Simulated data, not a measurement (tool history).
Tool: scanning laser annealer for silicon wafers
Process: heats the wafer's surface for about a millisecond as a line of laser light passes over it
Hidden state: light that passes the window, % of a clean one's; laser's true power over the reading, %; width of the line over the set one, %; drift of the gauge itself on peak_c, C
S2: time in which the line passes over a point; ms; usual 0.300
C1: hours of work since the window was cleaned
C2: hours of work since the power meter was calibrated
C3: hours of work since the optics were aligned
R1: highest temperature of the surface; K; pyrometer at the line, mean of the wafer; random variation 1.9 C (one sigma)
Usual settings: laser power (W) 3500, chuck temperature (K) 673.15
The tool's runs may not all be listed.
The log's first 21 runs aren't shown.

{"run": 22, "hour": 1091.3, "laser power (W)": 2986, "S2": 0.244, "chuck temperature (K)": 674.15, "C1": 562, "C2": 1414, "C3": 855, "R1": 1253.15}
{"run": 23, "hour": 1126.4, "laser power (W)": 3761, "S2": 0.3, "chuck temperature (K)": 688.15, "C1": 581, "C2": 1432, "C3": 873, "R1": 1514.15}
{"run": 24, "hour": 1165.6, "laser power (W)": 3173, "S2": 0.272, "chuck temperature (K)": 705.15, "C1": 601, "C2": 1453, "C3": 893, "R1": 1357.15}
{"hour": 1232.9, "done": "optics aligned, line set to its width"}
{"run": 25, "hour": 1234.9, "laser power (W)": 3173, "S2": 0.272, "chuck temperature (K)": 705.15, "C1": 634, "C2": 1486, "C3": 1, "R1": 1366.15}
{"run": 26, "hour": 1269.3, "laser power (W)": 3245, "S2": 0.251, "chuck temperature (K)": 673.15, "C1": 652, "C2": 1504, "C3": 19, "R1": 1331.15}
{"run": 27, "hour": 1318.7, "laser power (W)": 3245, "S2": 0.251, "chuck temperature (K)": 673.15, "C1": 677, "C2": 1529, "C3": 44, "R1": 1326.15}
{"run": 28, "hour": 1374.6, "laser power (W)": 3245, "S2": 0.251, "chuck temperature (K)": 673.15, "C1": 706, "C2": 1558, "C3": 73, "R1": 1323.15}
{"run": 29, "hour": 1432.6, "laser power (W)": 3500, "S2": 0.294, "chuck temperature (K)": 663.15, "C1": 736, "C2": 1588, "C3": 103, "R1": 1427.15}
{"run": 30, "hour": 1483.9, "laser power (W)": 3500, "S2": 0.294, "chuck temperature (K)": 663.15, "C1": 762, "C2": 1614, "C3": 129, "R1": 1429.15}
{"run": 31, "hour": 1545.4, "laser power (W)": 3500, "S2": 0.294, "chuck temperature (K)": 663.15, "C1": 794, "C2": 1646, "C3": 161, "R1": 1424.15}
{"run": 32, "hour": 1614.2, "laser power (W)": 3243, "S2": 0.29, "chuck temperature (K)": 656.15, "C1": 829, "C2": 1681, "C3": 197, "R1": 1346.15}
{"run": 33, "hour": 1663.8, "laser power (W)": 3140, "S2": 0.3, "chuck temperature (K)": 691.15, "C1": 855, "C2": 1707, "C3": 222, "R1": 1366.15}
{"run": 34, "hour": 1731.0, "laser power (W)": 3230, "S2": 0.349, "chuck temperature (K)": 639.15, "C1": 890, "C2": 1741, "C3": 257, "R1": 1389.15}
{"run": 35, "hour": 1792.9, "laser power (W)": 3230, "S2": 0.349, "chuck temperature (K)": 639.15, "C1": 921, "C2": 1773, "C3": 289, "R1": 1389.15}
{"run": 36, "hour": 1851.2, "laser power (W)": 3542, "S2": 0.215, "chuck temperature (K)": 712.15, "C1": 952, "C2": 1803, "C3": 319, "R1": 1369.15}
{"run": 37, "hour": 1919.7, "laser power (W)": 3556, "S2": 0.3, "chuck temperature (K)": 682.15, "C1": 987, "C2": 1839, "C3": 354, "R1": 1455.15}
{"hour": 1927.6, "done": "window over the wafer cleaned"}
{"run": 38, "hour": 1989.3, "laser power (W)": 3556, "S2": 0.3, "chuck temperature (K)": 682.15, "C1": 32, "C2": 1874, "C3": 389, "R1": 1485.15}
{"run": 39, "hour": 2034.3, "laser power (W)": 3500, "S2": 0.366, "chuck temperature (K)": 656.15, "C1": 55, "C2": 1897, "C3": 412, "R1": 1521.15}
{"run": 40, "hour": 2105.7, "laser power (W)": 3500, "S2": 0.366, "chuck temperature (K)": 656.15, "C1": 92, "C2": 1934, "C3": 449, "R1": 1518.15}

Forecast run 41:
{"run": 41, "hour": 2136.9, "laser power (W)": 3500, "S2": 0.248, "chuck temperature (K)": 654.15, "C1": 108, "C2": 1950, "C3": 465, "R1": "?"}

R1: 1366.15 K
Without the tool's hidden state the same run would have given R1 1386.15 K.

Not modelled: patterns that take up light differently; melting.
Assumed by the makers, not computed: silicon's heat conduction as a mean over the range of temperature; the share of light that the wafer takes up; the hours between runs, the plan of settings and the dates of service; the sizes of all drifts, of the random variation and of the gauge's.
